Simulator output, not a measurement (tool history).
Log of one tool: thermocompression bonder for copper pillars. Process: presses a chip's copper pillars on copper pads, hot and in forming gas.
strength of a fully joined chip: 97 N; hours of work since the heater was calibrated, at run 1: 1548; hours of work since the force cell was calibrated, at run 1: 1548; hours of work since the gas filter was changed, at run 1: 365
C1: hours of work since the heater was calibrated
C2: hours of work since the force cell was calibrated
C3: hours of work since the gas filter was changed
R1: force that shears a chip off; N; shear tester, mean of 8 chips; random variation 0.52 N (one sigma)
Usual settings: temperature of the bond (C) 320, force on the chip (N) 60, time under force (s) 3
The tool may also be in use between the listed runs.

run 1 hour=0.0 | temperature_of_the_bond_(C)=320 force_on_the_chip_(N)=60 time_under_force_(s)=3 | C1=1548 C2=1548 C3=365 | R1=55.4
run 2 hour=48.8 | temperature_of_the_bond_(C)=320 force_on_the_chip_(N)=60 time_under_force_(s)=3 | C1=1570 C2=1570 C3=387 | R1=54.9
-- hour=62.3 forming gas filter changed
run 3 hour=89.2 | temperature_of_the_bond_(C)=320 force_on_the_chip_(N)=60 time_under_force_(s)=3 | C1=1588 C2=1588 C3=12 | R1=59.0
run 4 hour=124.4 | temperature_of_the_bond_(C)=320 force_on_the_chip_(N)=60 time_under_force_(s)=3 | C1=1604 C2=1604 C3=28 | R1=58.4
run 5 hour=186.0 | temperature_of_the_bond_(C)=320 force_on_the_chip_(N)=60 time_under_force_(s)=3 | C1=1631 C2=1631 C3=55 | R1=58.6
run 6 hour=252.8 | temperature_of_the_bond_(C)=320 force_on_the_chip_(N)=60 time_under_force_(s)=3 | C1=1661 C2=1661 C3=85 | R1=59.5
-- hour=289.9 force cell calibrated
run 7 hour=291.0 | temperature_of_the_bond_(C)=320 force_on_the_chip_(N)=60 time_under_force_(s)=3 | C1=1678 C2=0 C3=102 | R1=57.7
run 8 hour=369.0 | temperature_of_the_bond_(C)=320 force_on_the_chip_(N)=60 time_under_force_(s)=3 | C1=1712 C2=35 C3=137 | R1=58.0
-- hour=399.2 heater calibrated with a thermocouple chip
run 9 hour=430.3 | temperature_of_the_bond_(C)=320 force_on_the_chip_(N)=60 time_under_force_(s)=3 | C1=14 C2=62 C3=163 | R1=58.8
run 10 hour=477.4 | temperature_of_the_bond_(C)=320 force_on_the_chip_(N)=60 time_under_force_(s)=3 | C1=35 C2=83 C3=184 | R1=57.5
run 11 hour=535.1 | temperature_of_the_bond_(C)=320 force_on_the_chip_(N)=60 time_under_force_(s)=3 | C1=61 C2=109 C3=210 | R1=57.5
run 12 hour=615.4 | temperature_of_the_bond_(C)=320 force_on_the_chip_(N)=60 time_under_force_(s)=3 | C1=97 C2=145 C3=246 | R1=57.9
run 13 hour=663.0 | temperature_of_the_bond_(C)=320 force_on_the_chip_(N)=60 time_under_force_(s)=3 | C1=118 C2=166 C3=267 | R1=58.1
run 14 hour=707.8 | temperature_of_the_bond_(C)=320 force_on_the_chip_(N)=60 time_under_force_(s)=5 | C1=138 C2=186 C3=287 | R1=65.8
-- hour=723.0 heater calibrated with a thermocouple chip, once more
run 15 hour=761.0 | temperature_of_the_bond_(C)=320 force_on_the_chip_(N)=60 time_under_force_(s)=5 | C1=17 C2=209 C3=310 | R1=59.2
run 16 hour=800.7 | temperature_of_the_bond_(C)=320 force_on_the_chip_(N)=60 time_under_force_(s)=5 | C1=35 C2=227 C3=328 | R1=58.0
run 17 hour=879.4 | temperature_of_the_bond_(C)=320 force_on_the_chip_(N)=60 time_under_force_(s)=5 | C1=70 C2=262 C3=363 | R1=58.5
run 18 hour=932.4 | temperature_of_the_bond_(C)=320 force_on_the_chip_(N)=60 time_under_force_(s)=3 | C1=94 C2=286 C3=387 | R1=48.4
-- hour=948.9 forming gas filter changed
run 19 hour=1008.4 | temperature_of_the_bond_(C)=320 force_on_the_chip_(N)=60 time_under_force_(s)=3 | C1=127 C2=319 C3=27 | R1=52.1
run 20 hour=1071.3 | temperature_of_the_bond_(C)=320 force_on_the_chip_(N)=60 time_under_force_(s)=3 | C1=156 C2=348 C3=55 | R1=51.8
run 21 hour=1125.8 | temperature_of_the_bond_(C)=320 force_on_the_chip_(N)=60 time_under_force_(s)=3 | C1=180 C2=372 C3=79 | R1=52.0
run 22 hour=1187.4 | temperature_of_the_bond_(C)=320 force_on_the_chip_(N)=60 time_under_force_(s)=3 | C1=208 C2=399 C3=107 | R1=52.4
run 23 hour=1224.4 | temperature_of_the_bond_(C)=321 force_on_the_chip_(N)=55 time_under_force_(s)=5 | C1=224 C2=416 C3=123 | R1=58.4
run 24 hour=1281.1 | temperature_of_the_bond_(C)=328 force_on_the_chip_(N)=60 time_under_force_(s)=5 | C1=249 C2=441 C3=149 | R1=65.2
run 25 hour=1344.5 | temperature_of_the_bond_(C)=323 force_on_the_chip_(N)=73 time_under_force_(s)=6 | C1=278 C2=470 C3=177 | R1=70.9
run 26 hour=1380.9 | temperature_of_the_bond_(C)=323 force_on_the_chip_(N)=73 time_under_force_(s)=6 | C1=294 C2=486 C3=193 | R1=71.3
run 27 hour=1456.3 | temperature_of_the_bond_(C)=349 force_on_the_chip_(N)=45 time_under_force_(s)=3 | C1=328 C2=520 C3=227 | R1=58.6
run 28 hour=1536.1 | temperature_of_the_bond_(C)=310 force_on_the_chip_(N)=41 time_under_force_(s)=3 | C1=364 C2=555 C3=263 | R1=35.0
run 29 hour=1601.3 | temperature_of_the_bond_(C)=302 force_on_the_chip_(N)=41 time_under_force_(s)=3 | C1=393 C2=585 C3=292 | R1=32.0
run 30 hour=1652.1 | temperature_of_the_bond_(C)=319 force_on_the_chip_(N)=60 time_under_force_(s)=4 | C1=415 C2=607 C3=315 | R1=54.9
run 31 hour=1731.5 | temperature_of_the_bond_(C)=314 force_on_the_chip_(N)=59 time_under_force_(s)=7 | C1=451 C2=643 C3=350 | R1=61.7
run 32 hour=1810.3 | temperature_of_the_bond_(C)=314 force_on_the_chip_(N)=47 time_under_force_(s)=2 | C1=486 C2=678 C3=385 | R1=35.7
-- hour=1826.1 forming gas filter changed
run 33 hour=1848.0 | temperature_of_the_bond_(C)=308 force_on_the_chip_(N)=60 time_under_force_(s)=6 | C1=503 C2=695 C3=10 | R1=59.7
run 34 hour=1930.8 | temperature_of_the_bond_(C)=347 force_on_the_chip_(N)=66 time_under_force_(s)=2 | C1=540 C2=732 C3=47 | R1=64.8
run 35 hour=1969.0 | temperature_of_the_bond_(C)=327 force_on_the_chip_(N)=60 time_under_force_(s)=3 | C1=557 C2=749 C3=64 | R1=57.5
run 36 hour=2049.3 | temperature_of_the_bond_(C)=307 force_on_the_chip_(N)=40 time_under_force_(s)=3 | C1=593 C2=785 C3=100 | R1=35.3
run 37 hour=2123.6 | temperature_of_the_bond_(C)=307 force_on_the_chip_(N)=65 time_under_force_(s)=3 | C1=626 C2=818 C3=133 | R1=48.5
run 38 hour=2183.0 | temperature_of_the_bond_(C)=307 force_on_the_chip_(N)=65 time_under_force_(s)=3 | C1=653 C2=845 C3=160 | R1=49.6
run 39 hour=2253.8 | temperature_of_the_bond_(C)=339 force_on_the_chip_(N)=55 time_under_force_(s)=6 | C1=684 C2=876 C3=191 | R1=71.7

3 ways to go on from here, each from the tool as it stands after run 39. What would each give?
run A hour=2335.2 | temperature_of_the_bond_(C)=320 force_on_the_chip_(N)=60 time_under_force_(s)=3 | C1=721 C2=913 C3=228 | R1=?
run B hour=2335.2 | temperature_of_the_bond_(C)=320 force_on_the_chip_(N)=64 time_under_force_(s)=5 | C1=721 C2=913 C3=228 | R1=?
run C hour=2335.2 | temperature_of_the_bond_(C)=320 force_on_the_chip_(N)=60 time_under_force_(s)=3 | C1=721 C2=913 C3=228 | R1=?

run=A R1=53.0
run=B R1=65.0
run=C R1=51.9
Without the tool's hidden state the same runs would have given:
run=A R1=51.9
run=B R1=64.2
run=C R1=50.8

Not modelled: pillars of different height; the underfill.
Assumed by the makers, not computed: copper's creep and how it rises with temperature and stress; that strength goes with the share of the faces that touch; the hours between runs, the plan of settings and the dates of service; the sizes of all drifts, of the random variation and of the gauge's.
